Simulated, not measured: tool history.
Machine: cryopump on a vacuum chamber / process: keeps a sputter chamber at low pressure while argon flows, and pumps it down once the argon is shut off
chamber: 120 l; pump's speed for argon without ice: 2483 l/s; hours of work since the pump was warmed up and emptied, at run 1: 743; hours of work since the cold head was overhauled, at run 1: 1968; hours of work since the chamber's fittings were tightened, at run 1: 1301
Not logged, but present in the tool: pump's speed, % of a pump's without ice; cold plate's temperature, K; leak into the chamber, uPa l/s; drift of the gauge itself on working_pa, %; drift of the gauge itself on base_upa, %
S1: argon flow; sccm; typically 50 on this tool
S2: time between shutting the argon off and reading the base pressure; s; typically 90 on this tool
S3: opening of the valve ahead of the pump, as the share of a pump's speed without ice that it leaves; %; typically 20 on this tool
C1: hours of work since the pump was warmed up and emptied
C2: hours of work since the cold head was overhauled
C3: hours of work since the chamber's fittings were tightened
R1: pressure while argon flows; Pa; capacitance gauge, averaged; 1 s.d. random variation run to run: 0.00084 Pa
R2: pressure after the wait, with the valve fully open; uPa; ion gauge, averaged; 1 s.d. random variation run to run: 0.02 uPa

run     day  S1  S2  S3    C1    C2    C3      R1    R2
  1       0  50  90  20   743  1968  1301  0.1743   1.6
      1.475  -- leaking fittings of the chamber tightened, without venting
  2   2.029  50  90  16   780  2005    10  0.2183  0.28
  3   4.012  25  90  20   818  2042    48  0.0883  0.35
  4   5.721  25  90  20   850  2075    80  0.0874  0.37
  5   7.183  26  90  20   878  2102   108  0.0921  0.41
  6   9.571  26  90  20   923  2148   153  0.0924  0.42
  7  11.146  26  90  20   953  2177   183   0.092  0.48
  8  12.979  50  90  20   987  2212   218  0.1771   0.5
  9  14.567  50  90  20  1017  2242   248  0.1768  0.54
 10  18.067  50  90  20  1084  2308   314  0.1791  0.59
 11  20.142  50  90  20  1123  2348   353  0.1797  0.65
     21.838  -- pump warmed up, emptied and cooled again
 12  21.962  50  90  20     2  2378   384  0.1715  0.59
 13   25.25  50  74  20    65  2440   446  0.1717  0.64
 14  27.971  26  90  20   116  2492   498  0.0899  0.66
 15  30.438  26  90  20   163  2539   544  0.0904  0.74
 16  33.667  50  90  20   224  2600   605  0.1728  0.79
 17   35.95  50  90  20   267  2643   649  0.1742  0.86
 18  37.588  45  90  23   298  2674   680  0.1355  0.88
 19  40.575  40  90  23   355  2730   736  0.1213  0.91
 20    42.4  57  56  51   389  2765   771  0.0799  1.05

Forecast run 21:
 21  45.117  57  176  21  441  2816  822   ?   ?

{"run 21": {"R1": 0.1894, "R2": 0.93}}
Without the tool's hidden state the same run would have given R1 0.1845 Pa, R2 0.18 uPa.
